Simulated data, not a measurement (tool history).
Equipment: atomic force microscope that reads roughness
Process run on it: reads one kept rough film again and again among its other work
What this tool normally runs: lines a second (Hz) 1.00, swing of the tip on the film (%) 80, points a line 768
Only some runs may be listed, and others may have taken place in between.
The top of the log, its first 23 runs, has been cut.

run,hour,lines a second (Hz),swing of the tip on the film (%),points a line,pictures with this tip,hours of work since the height scale was calibrated,roughness of the kept film (nm (root mean square))
24,508.4,1.63,65,919,206,33,1.391
25,528.9,1.63,65,919,235,45,1.356
26,547.8,1.26,74,589,262,55,1.307
27,561.7,1.26,62,589,282,63,1.318
28,578.9,1.00,67,602,307,73,1.264
# hour 586.1: new tip fitted
29,595.0,2.05,67,283,13,82,1.638
30,608.2,1.00,71,768,32,90,1.664
31,625.4,1.00,65,970,57,100,1.629
32,652.2,1.62,90,357,95,115,1.380
33,676.8,2.61,61,451,130,129,1.467
34,691.2,1.00,77,689,151,137,1.435
35,716.7,0.92,80,642,188,152,1.386
36,743.8,1.00,80,547,226,167,1.319
37,766.2,1.67,80,768,258,180,1.251

Each row is a separate what-if for the run after 37, all from the same tool condition, not one after another. Results?
A,781.8,1.00,84,282,281,189,?
B,781.8,0.84,64,768,281,189,?
C,781.8,3.56,58,912,281,189,?
D,781.8,1.00,89,768,281,189,?
E,781.8,1.87,72,400,281,189,?

run,roughness of the kept film (nm (root mean square))
A,1.217
B,1.304
C,1.271
D,1.216
E,1.233
Had the tool no hidden state, the same runs would have come out as:
run,roughness of the kept film (nm (root mean square))
A,1.629
B,1.746
C,1.702
D,1.627
E,1.654
